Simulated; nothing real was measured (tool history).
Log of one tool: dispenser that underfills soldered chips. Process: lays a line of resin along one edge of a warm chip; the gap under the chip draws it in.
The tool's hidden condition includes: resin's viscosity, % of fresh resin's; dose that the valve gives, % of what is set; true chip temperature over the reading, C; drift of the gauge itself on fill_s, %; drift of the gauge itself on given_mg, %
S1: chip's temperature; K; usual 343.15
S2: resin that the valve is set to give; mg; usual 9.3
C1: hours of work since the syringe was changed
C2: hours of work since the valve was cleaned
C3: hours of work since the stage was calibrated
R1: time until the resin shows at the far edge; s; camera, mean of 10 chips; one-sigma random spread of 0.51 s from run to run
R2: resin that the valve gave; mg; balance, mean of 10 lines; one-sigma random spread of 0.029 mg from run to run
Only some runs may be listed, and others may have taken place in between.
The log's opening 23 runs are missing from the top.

run	hour	S1	S2	C1	C2	C3	R1	R2
24	130.7	344.15	8.75	6	20	152	63.7	8.66
# hour 136.5: new syringe of resin
25	138.5	344.15	8.75	1	24	157	44.2	8.66
26	144.9	337.15	10.04	5	28	161	78.4	9.88
27	150.4	337.15	10.04	9	32	164	99	9.89
# hour 151.6: new syringe of resin
28	154.4	348.15	8.36	2	34	166	41.3	8.25
29	161.1	355.15	8.66	6	38	170	44.5	8.59
30	166.1	355.15	8.66	9	41	173	58.1	8.51
# hour 166.9: new syringe of resin
31	172.4	355.15	8.66	3	45	177	36.4	8.51
32	176.5	350.15	9.3	6	48	180	52.7	9.13
33	181.1	350.15	9.3	9	50	183	65.9	9.08
# hour 181.9: new syringe of resin
34	185.7	343.15	8.26	2	53	185	51.1	8.09
35	190.9	343.15	8.26	6	56	188	65.3	8.08

What if the next run were any one of these 3? Each begins from the tool's condition after run 35:
# hour 196.9: new syringe of resin
A	197.3	328.15	11	0	60	192	?	?
# hour 196.9: new syringe of resin
B	197.3	333.15	9.3	0	60	192	?	?
# hour 196.9: new syringe of resin
C	197.3	343.15	10.69	0	60	192	?	?

run	R1	R2
A	70.8	10.77
B	59.8	9.04
C	41.5	10.45
Without the tool's hidden state the same runs would have given:
run	R1	R2
A	71.2	11.04
B	59.9	9.27
C	41.6	10.71

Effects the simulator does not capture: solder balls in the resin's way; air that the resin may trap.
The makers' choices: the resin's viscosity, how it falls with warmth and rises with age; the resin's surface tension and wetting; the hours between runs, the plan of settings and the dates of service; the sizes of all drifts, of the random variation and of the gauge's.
